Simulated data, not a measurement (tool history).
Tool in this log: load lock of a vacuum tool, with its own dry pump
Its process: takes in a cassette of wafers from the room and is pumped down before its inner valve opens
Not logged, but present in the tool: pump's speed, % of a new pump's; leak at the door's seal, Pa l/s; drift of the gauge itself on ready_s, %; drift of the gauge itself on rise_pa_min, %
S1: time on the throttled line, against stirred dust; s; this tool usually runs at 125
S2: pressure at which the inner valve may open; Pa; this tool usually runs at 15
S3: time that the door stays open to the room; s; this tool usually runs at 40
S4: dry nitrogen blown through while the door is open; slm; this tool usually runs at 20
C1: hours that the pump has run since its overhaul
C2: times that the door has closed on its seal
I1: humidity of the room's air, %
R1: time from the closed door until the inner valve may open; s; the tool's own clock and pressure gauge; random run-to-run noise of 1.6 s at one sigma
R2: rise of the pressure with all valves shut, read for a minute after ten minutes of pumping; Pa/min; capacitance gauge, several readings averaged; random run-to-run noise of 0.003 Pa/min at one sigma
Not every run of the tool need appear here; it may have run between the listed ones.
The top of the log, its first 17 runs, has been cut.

run 18 hour=5493.9 | S1=125 S2=15 S3=40 S4=20 | C1=15045 C2=10249 | I1=44.2 | R1=258.9 R2=0.043
run 19 hour=5910.0 | S1=125 S2=15 S3=40 S4=18 | C1=15461 C2=10921 | I1=45.1 | R1=258.5 R2=0.033
run 20 hour=6165.3 | S1=170 S2=11 S3=40 S4=30 | C1=15716 C2=11334 | I1=42.5 | R1=296.4 R2=0.034
run 21 hour=6363.3 | S1=125 S2=15 S3=46 S4=37 | C1=15914 C2=11654 | I1=44.2 | R1=261.0 R2=0.024
run 22 hour=6667.6 | S1=125 S2=15 S3=40 S4=6 | C1=16218 C2=12145 | I1=44.4 | R1=259.7 R2=0.042
run 23 hour=7093.8 | S1=125 S2=15 S3=40 S4=6 | C1=16645 C2=12833 | I1=44.6 | R1=259.9 R2=0.045
run 24 hour=7319.4 | S1=125 S2=15 S3=149 S4=14 | C1=16870 C2=13198 | I1=43.4 | R1=260.1 R2=0.070
run 25 hour=7652.9 | S1=125 S2=15 S3=149 S4=14 | C1=17204 C2=13736 | I1=44.1 | R1=262.4 R2=0.062
run 26 hour=7927.1 | S1=125 S2=15 S3=149 S4=14 | C1=17478 C2=14179 | I1=42.2 | R1=260.8 R2=0.065
run 27 hour=8207.8 | S1=125 S2=15 S3=149 S4=14 | C1=17759 C2=14633 | I1=44.2 | R1=259.6 R2=0.066
run 28 hour=8609.1 | S1=125 S2=25 S3=40 S4=23 | C1=18160 C2=15281 | I1=43.6 | R1=247.6 R2=0.036
run 29 hour=8848.8 | S1=201 S2=23 S3=25 S4=27 | C1=18400 C2=15668 | I1=43.0 | R1=309.3 R2=0.023
run 30 hour=9163.3 | S1=125 S2=15 S3=111 S4=19 | C1=18714 C2=16176 | I1=45.6 | R1=260.7 R2=0.063

The next listed run, before its measurement:
run 31 hour=9445.3 | S1=76 S2=19 S3=33 S4=26 | C1=18996 C2=16631 | I1=44.7 | R1=? R2=?

R1: 221.4 s
R2: 0.028 Pa/min
If the tool had no hidden condition, the same run with the same run-to-run variation would have returned R1 221.3 s, R2 0.028 Pa/min.
